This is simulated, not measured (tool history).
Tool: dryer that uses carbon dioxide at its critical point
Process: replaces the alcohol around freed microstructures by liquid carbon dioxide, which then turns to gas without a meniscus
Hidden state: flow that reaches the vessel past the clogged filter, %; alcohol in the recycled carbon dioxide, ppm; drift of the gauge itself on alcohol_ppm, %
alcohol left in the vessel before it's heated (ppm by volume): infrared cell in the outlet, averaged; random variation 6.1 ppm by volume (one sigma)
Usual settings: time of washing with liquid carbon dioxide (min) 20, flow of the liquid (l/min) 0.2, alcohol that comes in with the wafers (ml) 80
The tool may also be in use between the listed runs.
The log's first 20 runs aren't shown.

| run | hour | time of washing with liquid carbon dioxide (min) | flow of the liquid (l/min) | alcohol that comes in with the wafers (ml) | hours of work since the filter was changed | hours of work since the purifier's bed was changed | alcohol left in the vessel before it's heated (ppm by volume) |
|---|---|---|---|---|---|---|---|
| 21 | 301.3 | 17 | 0.2 | 80 | 27 | 325 | 787 |
| 22 | 310.7 | 17 | 0.2 | 80 | 30 | 328 | 759 |
| 23 | 327.4 | 17 | 0.2 | 80 | 36 | 334 | 794 |
| 24 | 347.9 | 20 | 0.268 | 31 | 42 | 341 | 52 |
| 25 | 367.5 | 25 | 0.2 | 24 | 49 | 347 | 51 |
| 26 | 384.8 | 20 | 0.2 | 30 | 54 | 353 | 157 |
| 27 | 401.7 | 25 | 0.2 | 46 | 60 | 358 | 75 |
| 28 | 422.3 | 25 | 0.2 | 46 | 66 | 365 | 76 |
| 29 | 445.2 | 20 | 0.256 | 100 | 74 | 372 | 114 |
| 30 | 464.8 | 21 | 0.2 | 27 | 80 | 379 | 127 |
| 31 | 478.1 | 31 | 0.2 | 89 | 85 | 383 | 54 |
| 32 | 498.6 | 31 | 0.2 | 89 | 91 | 390 | 50 |
| 33 | 515.8 | 31 | 0.2 | 89 | 97 | 395 | 62 |
| 34 | 530.7 | 31 | 0.2 | 89 | 102 | 400 | 52 |
| 35 | 552.5 | 20 | 0.191 | 26 | 109 | 407 | 219 |
| 36 | 564.7 | 30 | 0.211 | 53 | 113 | 411 | 49 |
| 37 | 584.8 | 29 | 0.321 | 20 | 119 | 418 | 39 |
| 38 | 604.5 | 32 | 0.267 | 60 | 126 | 424 | 47 |
| 39 | 626.9 | 32 | 0.267 | 58 | 133 | 431 | 51 |
| 40 | 640.6 | 18 | 0.212 | 58 | 137 | 436 | 520 |
| 41 | 656.3 | 18 | 0.212 | 58 | 142 | 441 | 550 |
| 42 | 668.1 | 20 | 0.247 | 80 | 146 | 445 | 181 |
| 43 | 683.3 | 26 | 0.332 | 110 | 151 | 450 | 49 |

5 ways to go on from here, each from the tool as it stands after run 43. What would each give?
| A | 693.7 | 26 | 0.305 | 37 | 155 | 453 | ? |
| B | 693.7 | 13 | 0.162 | 33 | 155 | 453 | ? |
| C | 693.7 | 17 | 0.157 | 45 | 155 | 453 | ? |
| D | 693.7 | 20 | 0.314 | 55 | 155 | 453 | ? |
| E | 693.7 | 30 | 0.332 | 20 | 155 | 453 | ? |

| run | alcohol left in the vessel before it's heated (ppm by volume) |
|---|---|
| A | 45 |
| B | 3419 |
| C | 2207 |
| D | 61 |
| E | 42 |
Without the tool's hidden state the same runs would have given:
| run | alcohol left in the vessel before it's heated (ppm by volume) |
|---|---|
| A | 5 |
| B | 2095 |
| C | 1179 |
| D | 10 |
| E | 3 |
